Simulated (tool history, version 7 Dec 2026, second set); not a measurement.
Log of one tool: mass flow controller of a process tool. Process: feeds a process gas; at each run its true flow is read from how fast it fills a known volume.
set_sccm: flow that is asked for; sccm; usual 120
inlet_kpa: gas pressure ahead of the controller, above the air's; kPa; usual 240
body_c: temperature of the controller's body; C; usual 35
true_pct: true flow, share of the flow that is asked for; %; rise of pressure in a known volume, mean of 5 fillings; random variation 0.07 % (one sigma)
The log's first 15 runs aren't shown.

Run 16, hour 5481.2: usual settings. Result: true_pct 98.09 %.
Run 17, hour 5747.6: usual settings. Result: true_pct 97.95 %.
Run 18, hour 6018.3: usual settings. Result: true_pct 97.93 %.
Run 19, hour 6509.4: usual settings. Result: true_pct 97.91 %.
Run 20, hour 6715.6: usual settings but inlet_kpa 165 kPa, body_c 30 C. Result: true_pct 97.60 %.
Run 21, hour 7003.6: usual settings but inlet_kpa 165 kPa, body_c 30 C. Result: true_pct 97.65 %.
Run 22, hour 7405.4: usual settings but set_sccm 26 sccm, inlet_kpa 234 kPa. Result: true_pct 95.59 %.
Run 23, hour 7767.9: usual settings but set_sccm 26 sccm, inlet_kpa 226 kPa, body_c 26 C. Result: true_pct 95.94 %.
Run 24, hour 8018.5: usual settings but set_sccm 26 sccm, inlet_kpa 226 kPa, body_c 26 C. Result: true_pct 95.92 %.
Run 25, hour 8269.6: usual settings but inlet_kpa 150 kPa, body_c 27 C. Result: true_pct 97.40 %.
Run 26, hour 8525.4: usual settings but inlet_kpa 150 kPa, body_c 27 C. Result: true_pct 97.40 %.
Run 27, hour 8940.2: usual settings but inlet_kpa 150 kPa, body_c 27 C. Result: true_pct 97.43 %.
Run 28, hour 9360.6: usual settings but inlet_kpa 150 kPa, body_c 27 C. Result: true_pct 97.33 %.
Run 29, hour 9819.6: usual settings but set_sccm 22 sccm, inlet_kpa 196 kPa, body_c 31 C. Result: true_pct 94.01 %.
Run 30, hour 10178.4: usual settings but set_sccm 22 sccm, inlet_kpa 196 kPa, body_c 31 C. Result: true_pct 93.97 %.
Run 31, hour 10508.4: usual settings but set_sccm 61 sccm, inlet_kpa 225 kPa, body_c 21 C. Result: true_pct 97.25 %.
Run 32, hour 10724.6: usual settings but set_sccm 61 sccm, inlet_kpa 225 kPa, body_c 21 C. Result: true_pct 97.33 %.
Run 33, hour 11170.1: usual settings but set_sccm 66 sccm, inlet_kpa 176 kPa, body_c 22 C. Result: true_pct 96.87 %.
Run 34, hour 11431.6: usual settings but set_sccm 21 sccm, inlet_kpa 151 kPa, body_c 34 C. Result: true_pct 92.57 %.

Forecast each of these 4 alternatives for the next run:
Run A, hour 11865.4: usual settings but set_sccm 21 sccm, inlet_kpa 151 kPa, body_c 22 C. Result: true_pct ?.
Run B, hour 11865.4: usual settings but body_c 36 C. Result: true_pct ?.
Run C, hour 11865.4: usual settings but set_sccm 21 sccm, inlet_kpa 143 kPa, body_c 39 C. Result: true_pct ?.
Run D, hour 11865.4: usual settings but set_sccm 177 sccm, inlet_kpa 151 kPa, body_c 34 C. Result: true_pct ?.

run  true_pct
  A     93.50
  B     96.88
  C     91.96
  D     96.80
Without the tool's hidden state the same runs would have given:
run  true_pct
  A     99.37
  B     99.14
  C     97.83
  D     98.81

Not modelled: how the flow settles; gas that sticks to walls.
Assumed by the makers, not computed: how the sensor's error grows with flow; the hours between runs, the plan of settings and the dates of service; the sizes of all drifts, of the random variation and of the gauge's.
